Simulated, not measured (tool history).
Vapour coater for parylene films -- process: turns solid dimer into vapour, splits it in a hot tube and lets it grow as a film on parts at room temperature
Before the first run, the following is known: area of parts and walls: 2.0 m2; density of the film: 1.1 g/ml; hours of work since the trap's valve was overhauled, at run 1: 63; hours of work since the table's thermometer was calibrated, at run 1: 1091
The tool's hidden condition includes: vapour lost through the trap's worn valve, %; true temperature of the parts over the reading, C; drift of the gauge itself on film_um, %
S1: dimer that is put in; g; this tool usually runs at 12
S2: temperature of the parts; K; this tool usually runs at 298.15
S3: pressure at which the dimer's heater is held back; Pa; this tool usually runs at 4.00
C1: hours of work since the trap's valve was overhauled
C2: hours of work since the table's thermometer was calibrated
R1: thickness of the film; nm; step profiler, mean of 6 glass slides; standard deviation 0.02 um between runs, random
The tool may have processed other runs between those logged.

run    hour  S1      S2    S3   C1    C2    R1
  1     0.0  12  298.15  4.00   63  1091  2940
  2    50.6  12  298.15  4.00   89  1117  2940
  3    93.0  12  303.15  4.00  111  1139  2360
  4   120.8  12  298.15  4.95  125  1153  2840
  5   151.1  12  298.15  4.95  140  1168  2860
  6   212.0  11  298.15  4.00  171  1199  2720
  7   256.9  11  298.15  4.00  194  1222  2690
  8   284.9  12  298.15  4.00  208  1236  2930
  9   344.9  12  301.15  4.00  239  1267  2550
 10   399.0  12  301.15  4.00  267  1295  2540
 11   447.0  12  298.15  4.00  291  1319  2900
 12   504.5  12  298.15  4.00  320  1348  2840
 13   543.6  12  298.15  4.00  340  1368  2870
 14   580.6  12  298.15  3.60  359  1387  2910
 15   617.6  12  298.15  5.25  378  1406  2750
 16   658.2  12  298.15  5.25  399  1427  2750
 17   713.3  12  298.15  4.12  427  1455  2840
 18   741.2  12  298.15  4.00  441  1469  2830
 19   778.0  12  298.15  4.00  460  1488  2820
 20   826.4  12  302.15  4.00  485  1513  2400
 21   880.0  12  302.15  6.52  512  1540  2180
 22   925.9  12  302.15  6.52  535  1563  2220
      976.6  -- trap's valve overhauled
 23   982.3  12  298.15  4.00    3  1590  2910
 24  1047.9  21  293.15  4.00   36  1623  6370
 25  1079.5  21  293.15  4.00   52  1639  6300
 26  1147.1  21  293.15  4.00   87  1674  6310
 27  1179.2  21  293.15  4.00  103  1690  6220
 28  1236.6  12  300.15  4.26  133  1720  2610
 29  1296.6  12  300.15  4.26  163  1750  2620
 30  1353.4  12  300.15  4.26  192  1779  2570
 31  1407.4  14  296.15  4.26  220  1807  3580
 32  1438.6  14  296.15  4.26  236  1823  3590
 33  1499.7   8  291.15  4.26  267  1854  2550
 34  1544.2   8  291.15  4.26  289  1876  2520
 35  1577.9   8  291.15  4.26  307  1894  2500
 36  1634.9   5  290.15  2.69  336  1923  1800
 37  1678.4   5  290.15  2.69  358  1945  1790
 38  1722.9   6  293.15  3.65  380  1967  1780
 39  1761.0   6  293.15  3.65  400  1987  1770
 40  1825.6  15  293.15  7.64  433  2020  3960
 41  1882.4  15  293.15  7.64  462  2049  3930
 42  1918.5   6  306.15  9.58  480  2067   890
 43  1976.9   6  306.15  9.58  510  2097   850
 44  2043.9  11  309.15  3.88  544  2131  1600
     2079.2  -- trap's valve overhauled
 45  2085.5  11  298.15  4.00    3  2150  2640
 46  2136.8  11  298.15  4.00   29  2176  2650

What if the next run were any one of these 4? Each begins from the tool's condition after run 46:
  A  2197.7   8  291.15  4.00  60  2208   ?
  B  2197.7  11  295.15  5.35  60  2208   ?
  C  2197.7   5  299.15  9.70  60  2208   ?
  D  2197.7  12  298.15  2.11  60  2208   ?

run    R1
  A  2580
  B  2850
  C   990
  D  3160
With no hidden state in the tool, these same runs would have given:
run    R1
  A  2760
  B  3050
  C  1060
  D  3390
